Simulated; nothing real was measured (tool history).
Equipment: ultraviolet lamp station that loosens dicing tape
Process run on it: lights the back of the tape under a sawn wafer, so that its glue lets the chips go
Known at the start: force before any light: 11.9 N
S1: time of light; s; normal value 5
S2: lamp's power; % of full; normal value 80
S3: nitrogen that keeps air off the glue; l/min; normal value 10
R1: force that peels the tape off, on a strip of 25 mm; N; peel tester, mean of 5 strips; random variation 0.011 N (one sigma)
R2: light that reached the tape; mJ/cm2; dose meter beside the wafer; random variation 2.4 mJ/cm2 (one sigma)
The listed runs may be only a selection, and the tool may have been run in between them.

run 1 hour=0 | S1=5 S2=80 S3=10 | R1=0.638 R2=229
run 2 hour=10.6 | S1=5 S2=80 S3=10 | R1=0.611 R2=233
run 3 hour=21.9 | S1=5 S2=80 S3=10 | R1=0.619 R2=234
-- hour=23.2 window cleaned of glue's vapour
run 4 hour=35.2 | S1=5 S2=80 S3=10 | R1=0.635 R2=232
run 5 hour=44.9 | S1=5 S2=80 S3=10 | R1=0.643 R2=231
-- hour=49.3 window cleaned of glue's vapour, once more
run 6 hour=56.3 | S1=5 S2=80 S3=11 | R1=0.534 R2=240
run 7 hour=67.8 | S1=6 S2=86 S3=7 | R1=0.449 R2=309

Run 8 is up next; what results do you expect?
run 8 hour=80.7 | S1=6 S2=86 S3=7 | R1=? R2=?

{"run 8": {"R1": 0.455, "R2": 307}}
The same run, on a tool lacking any hidden state, would have yielded R1 0.362 N, R2 336 mJ/cm2.
